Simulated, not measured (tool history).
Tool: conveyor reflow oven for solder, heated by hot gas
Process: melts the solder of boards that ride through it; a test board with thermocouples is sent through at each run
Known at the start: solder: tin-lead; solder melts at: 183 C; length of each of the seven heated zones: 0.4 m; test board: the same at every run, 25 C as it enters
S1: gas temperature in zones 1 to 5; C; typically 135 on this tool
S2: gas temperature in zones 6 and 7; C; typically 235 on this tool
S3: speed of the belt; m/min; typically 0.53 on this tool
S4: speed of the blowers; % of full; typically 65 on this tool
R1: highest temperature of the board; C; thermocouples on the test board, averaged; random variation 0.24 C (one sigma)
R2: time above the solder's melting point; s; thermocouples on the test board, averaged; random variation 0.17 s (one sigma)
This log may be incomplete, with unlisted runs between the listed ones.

{"run": 1, "hour": 0.0, "S1": 135, "S2": 235, "S3": 0.53, "S4": 65, "R1": 219.2, "R2": 68.9}
{"run": 2, "hour": 10.9, "S1": 135, "S2": 235, "S3": 0.53, "S4": 58, "R1": 217.3, "R2": 67.8}
{"run": 3, "hour": 24.1, "S1": 135, "S2": 235, "S3": 0.53, "S4": 58, "R1": 217.5, "R2": 67.7}
{"run": 4, "hour": 47.3, "S1": 135, "S2": 242, "S3": 0.53, "S4": 65, "R1": 224.6, "R2": 73.8}
{"run": 5, "hour": 60.6, "S1": 135, "S2": 242, "S3": 0.53, "S4": 65, "R1": 224.3, "R2": 73.9}
{"run": 6, "hour": 81.1, "S1": 135, "S2": 242, "S3": 0.452, "S4": 65, "R1": 229.2, "R2": 91.2}
{"run": 7, "hour": 101.1, "S1": 135, "S2": 235, "S3": 0.496, "S4": 65, "R1": 219.9, "R2": 75.8}
{"run": 8, "hour": 119.8, "S1": 135, "S2": 230, "S3": 0.496, "S4": 50, "R1": 213.2, "R2": 68.1}

Predict the results of run 9:
{"run": 9, "hour": 138.2, "S1": 135, "S2": 230, "S3": 0.496, "S4": 50, "R1": "?", "R2": "?"}

{"run 9": {"R1": 213.1, "R2": 68}}
Minus the tool's unlogged condition, the same run would have read R1 215.5 C, R2 70.4 s.
